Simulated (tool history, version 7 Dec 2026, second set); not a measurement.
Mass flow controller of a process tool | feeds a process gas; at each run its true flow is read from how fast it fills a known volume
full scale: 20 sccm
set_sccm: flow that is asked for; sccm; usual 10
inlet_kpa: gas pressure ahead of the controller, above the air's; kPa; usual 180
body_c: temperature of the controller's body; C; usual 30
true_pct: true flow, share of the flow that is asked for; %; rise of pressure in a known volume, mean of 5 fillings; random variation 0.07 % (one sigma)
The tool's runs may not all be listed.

run	hour	set_sccm	inlet_kpa	body_c	true_pct
1	0.0	10	180	30	100.59
2	245.4	10	180	30	100.58
3	489.0	10	180	30	100.83
4	689.7	10	180	30	100.66
5	844.0	10	180	30	100.75
6	1046.7	10	180	27	100.40
7	1313.8	10	180	27	100.42
8	1560.4	10	180	27	100.52
9	1742.9	10	180	27	100.47
10	1894.7	10	179	30	100.86
11	2122.8	6	179	30	100.77
12	2379.1	6	179	30	100.83
13	2605.8	10	257	24	100.99
14	2799.0	15	257	24	101.35
# hour 2819.9: controller's zero set anew
15	3011.7	15	257	24	101.72
16	3212.6	3	199	24	103.52
17	3362.2	20	199	24	101.88
18	3534.8	14	205	36	102.71
# hour 3662.8: controller's zero set anew, once more
19	3781.3	8	274	30	100.95
20	3981.3	8	274	30	100.86
21	4150.2	7	202	21	99.50
22	4366.1	5	196	30	100.38
23	4611.0	7	180	30	100.32

Hidden state or all else? Some run-to-run changes of true_pct, split into what the settings, what came in and random variation would give without the hidden state, and what is left for the hidden state (with any gauge scatter that isn't in both results):
The hidden state here: flow at rest that the sensor doesn't see, % of full scale; true flow over the shown one, %; drift of the gauge itself on true_pct, %.
Run 15 -> 16: set_sccm 15 -> 3, inlet_kpa 257 -> 199. true_pct +1.80 %: hidden state +3.75, all else -1.95.
Run 16 -> 17: set_sccm 3 -> 20. true_pct -1.64 %: hidden state -3.94, all else +2.30.
Run 18 -> 19: set_sccm 14 -> 8, inlet_kpa 205 -> 274, body_c 36 -> 30, controller's zero set anew, once more. true_pct -1.76 %: hidden state -0.79, all else -0.97.

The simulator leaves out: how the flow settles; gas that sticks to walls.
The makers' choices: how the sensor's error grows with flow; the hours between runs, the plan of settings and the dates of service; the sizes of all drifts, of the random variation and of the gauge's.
